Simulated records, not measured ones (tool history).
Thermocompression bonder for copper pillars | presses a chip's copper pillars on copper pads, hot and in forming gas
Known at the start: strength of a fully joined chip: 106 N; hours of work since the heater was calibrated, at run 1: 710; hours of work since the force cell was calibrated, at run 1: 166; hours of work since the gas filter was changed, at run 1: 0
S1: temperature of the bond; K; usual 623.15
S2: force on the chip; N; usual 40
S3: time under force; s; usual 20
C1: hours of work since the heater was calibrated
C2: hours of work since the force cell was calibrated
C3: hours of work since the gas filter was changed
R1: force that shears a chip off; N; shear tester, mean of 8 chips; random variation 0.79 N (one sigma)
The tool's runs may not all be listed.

{"run": 1, "hour": 0.0, "S1": 623.15, "S2": 40, "S3": 20, "C1": 710, "C2": 166, "C3": 0, "R1": 67.6}
{"run": 2, "hour": 47.3, "S1": 623.15, "S2": 40, "S3": 20, "C1": 731, "C2": 186, "C3": 20, "R1": 68}
{"run": 3, "hour": 94.6, "S1": 623.15, "S2": 40, "S3": 20, "C1": 751, "C2": 207, "C3": 41, "R1": 68.3}
{"run": 4, "hour": 119.1, "S1": 623.15, "S2": 40, "S3": 20, "C1": 762, "C2": 217, "C3": 52, "R1": 67.7}
{"run": 5, "hour": 141.7, "S1": 623.15, "S2": 40, "S3": 20, "C1": 772, "C2": 227, "C3": 61, "R1": 67}
{"run": 6, "hour": 185.9, "S1": 623.15, "S2": 40, "S3": 20, "C1": 791, "C2": 246, "C3": 81, "R1": 65.8}
{"run": 7, "hour": 210.3, "S1": 623.15, "S2": 40, "S3": 20, "C1": 802, "C2": 257, "C3": 91, "R1": 65.8}
{"run": 8, "hour": 235.4, "S1": 623.15, "S2": 40, "S3": 20, "C1": 812, "C2": 268, "C3": 102, "R1": 65.4}
{"run": 9, "hour": 278.9, "S1": 623.15, "S2": 40, "S3": 20, "C1": 831, "C2": 286, "C3": 121, "R1": 64.6}
{"run": 10, "hour": 329.7, "S1": 623.15, "S2": 40, "S3": 20, "C1": 853, "C2": 309, "C3": 143, "R1": 65.5}
{"run": 11, "hour": 357.4, "S1": 613.15, "S2": 40, "S3": 20, "C1": 865, "C2": 321, "C3": 155, "R1": 59.9}
{"run": 12, "hour": 402.2, "S1": 623.15, "S2": 40, "S3": 20, "C1": 885, "C2": 340, "C3": 174, "R1": 63.5}
{"run": 13, "hour": 449.2, "S1": 623.15, "S2": 40, "S3": 20, "C1": 905, "C2": 360, "C3": 195, "R1": 62.7}
{"run": 14, "hour": 475.6, "S1": 623.15, "S2": 40, "S3": 20, "C1": 917, "C2": 372, "C3": 206, "R1": 62}
{"run": 15, "hour": 507.9, "S1": 623.15, "S2": 40, "S3": 20, "C1": 931, "C2": 386, "C3": 220, "R1": 61.4}
{"run": 16, "hour": 532.0, "S1": 623.15, "S2": 40, "S3": 20, "C1": 941, "C2": 396, "C3": 231, "R1": 59.6}
{"hour": 567.7, "done": "forming gas filter changed"}
{"run": 17, "hour": 577.5, "S1": 598.15, "S2": 34, "S3": 19, "C1": 961, "C2": 416, "C3": 4, "R1": 48.1}
{"run": 18, "hour": 606.3, "S1": 598.15, "S2": 34, "S3": 19, "C1": 973, "C2": 428, "C3": 17, "R1": 48.6}
{"run": 19, "hour": 630.2, "S1": 644.15, "S2": 49, "S3": 43, "C1": 983, "C2": 439, "C3": 27, "R1": 94.5}
{"run": 20, "hour": 674.8, "S1": 594.15, "S2": 40, "S3": 20, "C1": 1003, "C2": 458, "C3": 46, "R1": 55.6}
{"run": 21, "hour": 721.5, "S1": 594.15, "S2": 40, "S3": 20, "C1": 1023, "C2": 478, "C3": 67, "R1": 54.4}
{"run": 22, "hour": 746.7, "S1": 652.15, "S2": 40, "S3": 40, "C1": 1034, "C2": 489, "C3": 78, "R1": 86}
{"run": 23, "hour": 779.4, "S1": 621.15, "S2": 40, "S3": 54, "C1": 1048, "C2": 503, "C3": 92, "R1": 80.7}
{"run": 24, "hour": 818.6, "S1": 611.15, "S2": 37, "S3": 19, "C1": 1065, "C2": 520, "C3": 109, "R1": 55.3}
{"run": 25, "hour": 844.4, "S1": 649.15, "S2": 25, "S3": 34, "C1": 1076, "C2": 531, "C3": 120, "R1": 57.2}
{"run": 26, "hour": 872.1, "S1": 649.15, "S2": 44, "S3": 34, "C1": 1088, "C2": 543, "C3": 132, "R1": 84.5}
{"run": 27, "hour": 923.0, "S1": 649.15, "S2": 44, "S3": 34, "C1": 1110, "C2": 566, "C3": 154, "R1": 83.6}
{"run": 28, "hour": 950.5, "S1": 623.15, "S2": 47, "S3": 13, "C1": 1122, "C2": 577, "C3": 166, "R1": 62.1}
{"hour": 978.3, "done": "heater calibrated with a thermocouple chip"}
{"run": 29, "hour": 1002.8, "S1": 623.15, "S2": 47, "S3": 13, "C1": 11, "C2": 599, "C3": 188, "R1": 64.3}
{"run": 30, "hour": 1028.3, "S1": 623.15, "S2": 50, "S3": 13, "C1": 22, "C2": 610, "C3": 199, "R1": 68.1}
{"run": 31, "hour": 1078.9, "S1": 628.15, "S2": 36, "S3": 30, "C1": 44, "C2": 632, "C3": 221, "R1": 66.4}
{"run": 32, "hour": 1116.9, "S1": 628.15, "S2": 36, "S3": 30, "C1": 60, "C2": 649, "C3": 237, "R1": 66.1}

5 ways to go on from here, each from the tool as it stands after run 32. What would each give?
{"hour": 1139.3, "done": "forming gas filter changed"}
{"run": "A", "hour": 1159.0, "S1": 653.15, "S2": 28, "S3": 50, "C1": 78, "C2": 667, "C3": 9, "R1": "?"}
{"hour": 1139.3, "done": "forming gas filter changed"}
{"run": "B", "hour": 1159.0, "S1": 623.15, "S2": 25, "S3": 12, "C1": 78, "C2": 667, "C3": 9, "R1": "?"}
{"hour": 1139.3, "done": "forming gas filter changed"}
{"run": "C", "hour": 1159.0, "S1": 623.15, "S2": 40, "S3": 11, "C1": 78, "C2": 667, "C3": 9, "R1": "?"}
{"hour": 1139.3, "done": "forming gas filter changed"}
{"run": "D", "hour": 1159.0, "S1": 628.15, "S2": 55, "S3": 11, "C1": 78, "C2": 667, "C3": 9, "R1": "?"}
{"hour": 1139.3, "done": "forming gas filter changed"}
{"run": "E", "hour": 1159.0, "S1": 624.15, "S2": 40, "S3": 20, "C1": 78, "C2": 667, "C3": 9, "R1": "?"}

run=A R1=77.1
run=B R1=36
run=C R1=58.2
run=D R1=77.4
run=E R1=69.6
Without the tool's hidden state the same runs would have given:
run=A R1=79.1
run=B R1=37.6
run=C R1=60.2
run=D R1=79.4
run=E R1=71.7

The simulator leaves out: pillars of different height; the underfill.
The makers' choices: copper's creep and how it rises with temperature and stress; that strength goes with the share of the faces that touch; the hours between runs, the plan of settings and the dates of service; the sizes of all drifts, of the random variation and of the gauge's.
